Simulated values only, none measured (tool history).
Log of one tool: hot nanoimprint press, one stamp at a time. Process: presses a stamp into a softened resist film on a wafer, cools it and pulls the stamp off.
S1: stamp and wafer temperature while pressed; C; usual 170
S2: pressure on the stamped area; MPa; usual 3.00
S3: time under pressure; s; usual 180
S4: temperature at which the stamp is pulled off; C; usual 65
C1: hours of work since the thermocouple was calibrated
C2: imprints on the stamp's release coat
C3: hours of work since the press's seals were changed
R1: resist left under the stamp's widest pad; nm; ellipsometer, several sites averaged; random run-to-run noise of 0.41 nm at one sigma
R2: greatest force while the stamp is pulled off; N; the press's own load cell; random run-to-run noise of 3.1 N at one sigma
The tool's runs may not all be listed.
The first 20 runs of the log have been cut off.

run 21 hour=346.7 | S1=163 S2=2.86 S3=212 S4=68 | C1=19 C2=1045 C3=290 | R1=178.6 R2=180
run 22 hour=359.0 | S1=172 S2=1.92 S3=95 S4=50 | C1=27 C2=1087 C3=297 | R1=213.5 R2=279
run 23 hour=374.5 | S1=172 S2=1.92 S3=95 S4=50 | C1=37 C2=1139 C3=307 | R1=214.3 R2=275
run 24 hour=393.0 | S1=172 S2=1.92 S3=95 S4=50 | C1=49 C2=1202 C3=319 | R1=213.1 R2=287
run 25 hour=412.0 | S1=164 S2=2.40 S3=160 S4=68 | C1=61 C2=1267 C3=331 | R1=204.5 R2=194
run 26 hour=430.7 | S1=164 S2=2.40 S3=160 S4=68 | C1=73 C2=1331 C3=343 | R1=204.3 R2=186
run 27 hour=441.9 | S1=170 S2=3.00 S3=139 S4=53 | C1=80 C2=1369 C3=350 | R1=163.7 R2=289
run 28 hour=460.2 | S1=172 S2=3.76 S3=211 S4=67 | C1=92 C2=1431 C3=362 | R1=117.8 R2=209
run 29 hour=482.2 | S1=170 S2=3.00 S3=306 S4=58 | C1=106 C2=1506 C3=376 | R1=122.9 R2=267
run 30 hour=495.1 | S1=165 S2=3.00 S3=180 S4=52 | C1=114 C2=1550 C3=384 | R1=174.6 R2=301
run 31 hour=520.3 | S1=165 S2=3.00 S3=180 S4=52 | C1=130 C2=1635 C3=400 | R1=174.9 R2=290

Forecast each of these 3 alternatives for the next run:
run A hour=542.4 | S1=165 S2=3.55 S3=230 S4=66 | C1=144 C2=1711 C3=414 | R1=? R2=?
run B hour=542.4 | S1=170 S2=3.02 S3=180 S4=70 | C1=144 C2=1711 C3=414 | R1=? R2=?
run C hour=542.4 | S1=165 S2=2.83 S3=180 S4=52 | C1=144 C2=1711 C3=414 | R1=? R2=?

run=A R1=148.1 R2=227
run=B R1=149.7 R2=211
run=C R1=179.8 R2=310
Without the tool's unlogged condition, the same runs would have read:
run=A R1=143.7 R2=146
run=B R1=145.8 R2=136
run=C R1=175.3 R2=200
